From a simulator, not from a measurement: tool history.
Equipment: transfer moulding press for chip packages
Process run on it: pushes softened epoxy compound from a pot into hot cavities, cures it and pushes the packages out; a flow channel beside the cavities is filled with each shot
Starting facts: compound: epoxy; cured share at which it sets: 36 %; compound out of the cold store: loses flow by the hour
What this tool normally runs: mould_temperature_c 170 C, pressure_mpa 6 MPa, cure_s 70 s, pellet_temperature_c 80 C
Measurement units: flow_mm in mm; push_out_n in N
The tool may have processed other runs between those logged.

run	hour	mould_temperature_c	pressure_mpa	cure_s	pellet_temperature_c	incoming compound's hours out of the cold store	flow_mm	push_out_n
1	0	170	6	70	80	9.1	1035	469
2	40.3	170	6	70	80	14.7	1022	472
# hour 65.1: cavities cleaned with cleaning compound and waxed
3	80.8	170	6	70	80	40.3	876	415
# hour 112.6: mould's thermocouples calibrated
4	123.5	170	6	70	80	40.2	887	425
# hour 134.6: cavities cleaned with cleaning compound and waxed
5	162.5	170	6	70	80	16.5	995	463
# hour 200.9: cavities cleaned with cleaning compound and waxed
6	222	170	6	70	80	28.6	929	416
# hour 269.5: cavities cleaned with cleaning compound and waxed
7	293.8	170	6	70	73	22.1	969	448
8	324.6	170	6.29	70	73	12.2	1048	493
# hour 338.6: cavities cleaned with cleaning compound and waxed
9	364.1	170	6.29	70	73	41.9	889	438
# hour 389.2: plunger's sealing rings changed
# hour 408: cavities cleaned with cleaning compound and waxed
10	408	170	6.29	51	74	33.2	933	1013
11	440.7	170	6	68	86	21.5	965	451
# hour 474.7: cavities cleaned with cleaning compound and waxed
12	503.1	172	6	74	84	30.1	919	362
# hour 540.4: cavities cleaned with cleaning compound and waxed
13	568.2	172	6	74	84	18.3	976	362
# hour 605.3: cavities cleaned with cleaning compound and waxed
14	626.2	163	7.16	55	77	9.9	1169	1371
# hour 674.7: cavities cleaned with cleaning compound and waxed
15	684.2	165	4.67	62	85	13.8	914	868
# hour 740.4: cavities cleaned with cleaning compound and waxed
16	741.2	166	6.64	70	81	12.5	1092	622
# hour 781.3: mould's thermocouples calibrated
17	793.2	176	4.83	59	87	36.9	783	437
# hour 810.2: cavities cleaned with cleaning compound and waxed
18	834.6	170	5.95	70	80	8.9	1037	470

Each row is a separate what-if for the run after 18, all from the same tool condition, not one after another. Results?
# hour 843.8: plunger's sealing rings changed
# hour 879.2: cavities cleaned with cleaning compound and waxed
A	912.9	170	5.23	67	80	10.4	?	?
# hour 843.8: plunger's sealing rings changed
# hour 879.2: cavities cleaned with cleaning compound and waxed
B	912.9	170	6.89	70	80	13.2	?	?
# hour 843.8: plunger's sealing rings changed
# hour 879.2: cavities cleaned with cleaning compound and waxed
C	912.9	175	6	54	85	38.3	?	?
# hour 843.8: plunger's sealing rings changed
# hour 879.2: cavities cleaned with cleaning compound and waxed
D	912.9	170	6	56	80	43.4	?	?
# hour 843.8: plunger's sealing rings changed
# hour 879.2: cavities cleaned with cleaning compound and waxed
E	912.9	172	5.95	60	80	16.8	?	?

run	flow_mm	push_out_n
A	968	512
B	1092	455
C	874	577
D	860	771
E	979	612
Take away the tool's hidden state, keep each run's random variation, and the runs would have read:
run	flow_mm	push_out_n
A	968	506
B	1092	450
C	875	570
D	860	762
E	980	605

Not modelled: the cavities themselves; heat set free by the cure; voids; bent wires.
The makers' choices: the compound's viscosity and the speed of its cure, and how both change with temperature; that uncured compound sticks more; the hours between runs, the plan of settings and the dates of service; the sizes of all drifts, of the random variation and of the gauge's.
